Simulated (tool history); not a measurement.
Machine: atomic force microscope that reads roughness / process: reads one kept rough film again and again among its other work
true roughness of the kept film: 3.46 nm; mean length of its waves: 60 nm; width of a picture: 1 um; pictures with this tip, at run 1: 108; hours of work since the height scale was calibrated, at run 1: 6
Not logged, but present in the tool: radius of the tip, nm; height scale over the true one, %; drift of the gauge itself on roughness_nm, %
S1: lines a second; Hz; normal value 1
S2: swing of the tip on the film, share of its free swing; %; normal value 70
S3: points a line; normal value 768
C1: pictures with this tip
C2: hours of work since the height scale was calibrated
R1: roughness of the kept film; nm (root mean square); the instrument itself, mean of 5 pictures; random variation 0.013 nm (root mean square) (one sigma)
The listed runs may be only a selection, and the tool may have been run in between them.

run   hour    S1  S2   S3   C1   C2     R1
  1      0     1  70  768  108    6  3.049
  2   13.2     1  70  768  125   15  3.007
      22.3  -- new tip fitted
  3   30.3     1  70  768   10   26  3.209
  4   39.8     1  70  768   22   32   3.17
  5   58.1     1  70  768   45   45  3.149
  6   76.7     1  70  768   68   57  3.128
  7   93.5     1  70  275   89   69  3.074
  8  110.7  0.51  70  275  111   80  3.094
  9  125.6  0.51  70  508  130   91   3.08
     131.3  -- new tip fitted
 10  138.1     1  70  982    9   99  3.213
 11    153     1  70  768   28  109  3.187
 12  172.3     1  70  768   52  122  3.142
 13  185.1     1  70  399   68  130  3.114
 14  199.9     1  70  399   87  140  3.093
 15    219  1.52  70  768  111  153  3.004
 16  234.3  1.52  70  768  130  164  2.981
     238.9  -- new tip fitted
 17  242.8  1.52  70  768    5  169  3.166
 18  250.9     1  70  768   15  175  3.196
 19  261.5     1  70  768   29  182  3.194
 20  273.1     1  70  768   43  190  3.165
 21  285.7  3.18  70  768   59  198   2.93
 22  301.6  3.18  70  768   79  209  2.907
 23  320.8  3.18  70  768  103  222  2.866
 24  334.5  1.72  82  804  121  231  2.856
     347.6  -- new tip fitted
 25    351     1  63  746    4  242  3.245
 26  362.1  0.66  57  842   18  250  3.267
 27  378.6  0.66  73  269   39  261  3.174
 28  388.9  1.73  74  635   52  268  3.053
 29    408  0.72  77  413   76  281   3.11
     410.4  -- height scale calibrated on a step standard
 30  423.7  3.62  79  413   94    9  2.683
 31  436.6  0.91  86  452  110   18  2.971
 32  448.4  2.01  70  768  125   26  2.965
     453.3  -- height scale calibrated on a step standard, once more
     458.3  -- new tip fitted
 33  460.5  2.01  70  768    3    5  3.103
 34    470     1  76  789   15   11  3.174
 35    483     1  76  789   31   20  3.136
 36  498.2     1  76  789   50   30  3.104
 37  517.8  0.57  56  678   75   43  3.183
 38  532.1  0.57  62  678   93   53  3.161
 39  542.7  0.57  62  678  106   60  3.123
 40  561.5  3.74  70  319  130   73  2.804
       567  -- new tip fitted
 41  574.4  1.14  84  607   10   81   3.07
 42    590  1.14  84  607   29   92   3.03
 43  600.9     1  57  768   43   99  3.223
 44  616.4     1  57  768   62  110  3.219
 45  635.6  1.73  84  485   87  123  2.856

A few steps of R1 between consecutive runs. Split each: what settings, incoming material and random variation would produce without the hidden state, and what is left over for the hidden state, along with gauge scatter present in only one of the two compared results (measured, and without hidden state):
Run 2 -> 3: new tip fitted. R1 +0.202 nm (root mean square): hidden state +0.181, all else +0.021.
Run 9 -> 10: S1 0.51 -> 1, S3 508 -> 982, new tip fitted. R1 +0.133 nm (root mean square): hidden state +0.182, all else -0.049.
Run 16 -> 17: new tip fitted. R1 +0.185 nm (root mean square): hidden state +0.177, all else +0.008.
Run 24 -> 25: S1 1.72 -> 1, S2 82 -> 63, S3 804 -> 746, new tip fitted. R1 +0.389 nm (root mean square): hidden state +0.161, all else +0.228.
Run 29 -> 30: S1 0.72 -> 3.62, S2 77 -> 79, height scale calibrated on a step standard. R1 -0.427 nm (root mean square): hidden state -0.003, all else -0.424.
Run 44 -> 45: S1 1 -> 1.73, S2 57 -> 84, S3 768 -> 485. R1 -0.363 nm (root mean square): hidden state -0.023, all else -0.34.
